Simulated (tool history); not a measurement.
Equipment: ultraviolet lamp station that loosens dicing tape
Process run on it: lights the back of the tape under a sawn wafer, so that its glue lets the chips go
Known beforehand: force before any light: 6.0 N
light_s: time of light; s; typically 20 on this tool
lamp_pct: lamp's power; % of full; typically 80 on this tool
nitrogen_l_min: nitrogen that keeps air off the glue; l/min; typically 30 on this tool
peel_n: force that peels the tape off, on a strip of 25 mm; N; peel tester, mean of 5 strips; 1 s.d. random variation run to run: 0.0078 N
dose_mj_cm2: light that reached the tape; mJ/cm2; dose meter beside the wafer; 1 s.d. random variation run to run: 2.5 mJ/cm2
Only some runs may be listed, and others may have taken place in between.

run   hour  light_s  lamp_pct  nitrogen_l_min  peel_n  dose_mj_cm2
  1    0.0       20        80              30   0.302          296
  2   21.8       20        80              30   0.307          297
  3   50.8       37        80              30   0.231          551
  4   86.4       37        80              30   0.213          542
  5  130.9       20        80              30   0.330          292
  6  166.2       20        80              30   0.328          293
  7  201.1       20        80              30   0.325          287
  8  239.9       20        80              50   0.295          281
  9  268.1       20        72              50   0.336          262
 10  310.2       36        72              30   0.223          464
 11  354.2       33        90              36   0.230          526
 12  392.9       33        90              36   0.236          522
 13  414.8       26        96              31   0.248          439
 14  458.0       11        71              21   1.192          135
 15  480.4       11        71              21   1.182          136
 16  507.0       11        71              21   1.188          135
 17  545.5       11        71              21   1.179          135
 18  566.3       12        71              16   1.182          150

Alternative continuations, all from the tool just after run 18; predict every row:
  A  608.2       20       100              30       ?            ?
  B  608.2       28        80              30       ?            ?
  C  608.2       38        79              28       ?            ?

run  peel_n  dose_mj_cm2
  A   0.258          341
  B   0.245          386
  C   0.221          516
Without the tool's hidden state the same runs would have given:
run  peel_n  dose_mj_cm2
  A   0.241          376
  B   0.236          425
  C   0.219          569

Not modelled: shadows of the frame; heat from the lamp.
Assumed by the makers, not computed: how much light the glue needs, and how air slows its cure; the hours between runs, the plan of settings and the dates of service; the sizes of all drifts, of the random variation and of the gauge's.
